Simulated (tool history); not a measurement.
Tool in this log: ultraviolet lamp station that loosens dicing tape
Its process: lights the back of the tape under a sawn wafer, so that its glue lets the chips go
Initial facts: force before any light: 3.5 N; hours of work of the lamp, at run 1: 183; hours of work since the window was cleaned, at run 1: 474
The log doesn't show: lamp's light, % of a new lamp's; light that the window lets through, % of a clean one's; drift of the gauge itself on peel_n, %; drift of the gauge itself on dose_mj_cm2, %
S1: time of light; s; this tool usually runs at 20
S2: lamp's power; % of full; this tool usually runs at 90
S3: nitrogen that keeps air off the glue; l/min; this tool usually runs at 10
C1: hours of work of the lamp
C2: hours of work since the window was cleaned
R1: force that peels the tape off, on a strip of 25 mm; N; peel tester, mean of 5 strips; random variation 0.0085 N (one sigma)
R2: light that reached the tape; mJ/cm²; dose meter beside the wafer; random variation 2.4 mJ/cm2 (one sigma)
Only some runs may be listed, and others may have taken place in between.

run,hour,S1,S2,S3,C1,C2,R1,R2
1,0.0,20,90,10,183,474,0.414,231
2,12.6,20,90,10,193,483,0.425,236
3,25.5,20,90,10,202,493,0.409,232
4,38.5,20,90,10,212,502,0.407,228
5,51.0,20,90,10,221,511,0.408,229
6,58.5,20,84,10,226,517,0.484,213
7,69.4,20,84,10,234,525,0.465,213
# hour 74.6: window cleaned of glue's vapour
8,78.4,20,84,10,240,3,0.435,216
9,88.2,20,84,10,248,10,0.468,223
10,98.8,20,84,10,255,18,0.441,219
11,106.1,20,84,10,261,23,0.462,222
12,120.9,33,84,10,271,34,0.239,357
13,128.5,33,84,10,277,39,0.240,359
14,137.3,20,90,10,283,46,0.415,231
15,147.3,20,90,10,291,53,0.418,233
16,159.5,20,90,10,300,62,0.426,231
17,170.9,20,90,10,308,70,0.412,229
18,180.3,20,90,10,315,77,0.427,225
19,192.4,20,90,10,324,86,0.419,228
20,204.4,20,90,10,333,95,0.456,226
21,215.9,16,90,14,341,103,0.532,180
22,226.8,16,90,14,349,111,0.540,180
23,235.6,16,90,14,355,118,0.526,180
24,250.7,16,90,14,366,129,0.566,177
25,262.2,16,90,14,375,137,0.547,179
26,271.6,16,90,14,382,144,0.558,175
27,286.5,16,90,14,393,155,0.549,175
28,300.3,16,90,14,403,165,0.546,176
29,313.7,13,97,7,412,175,0.890,153
30,328.8,23,66,7,424,186,0.694,180
31,344.4,15,60,15,435,197,1.024,109
32,357.4,14,68,14,444,207,0.983,112
33,363.8,14,68,14,449,212,0.998,113
34,374.7,14,68,14,457,220,0.984,113
35,388.1,14,68,14,467,229,1.020,113
36,395.3,14,68,14,472,235,0.989,110
37,409.0,27,68,13,482,245,0.424,216
38,419.2,20,70,10,490,252,0.704,161
39,431.6,13,87,10,499,261,0.911,128
40,445.8,20,73,8,509,272,0.723,165

Entry by entry between the runs, the difference in hidden state between the last listed run before and the first listed run after:
From run 7 to run 8: window cleaned of glue's vapour (hour 74.6)
  lamp's light, % of a new lamp's: 90 -> 89.8; light that the window lets through, % of a clean one's: 95.7 -> 99.6
  measured value less the no-hidden-state value, R1: +0.093 -> +0.067 N; R2: -35 -> -26 mJ/cm²
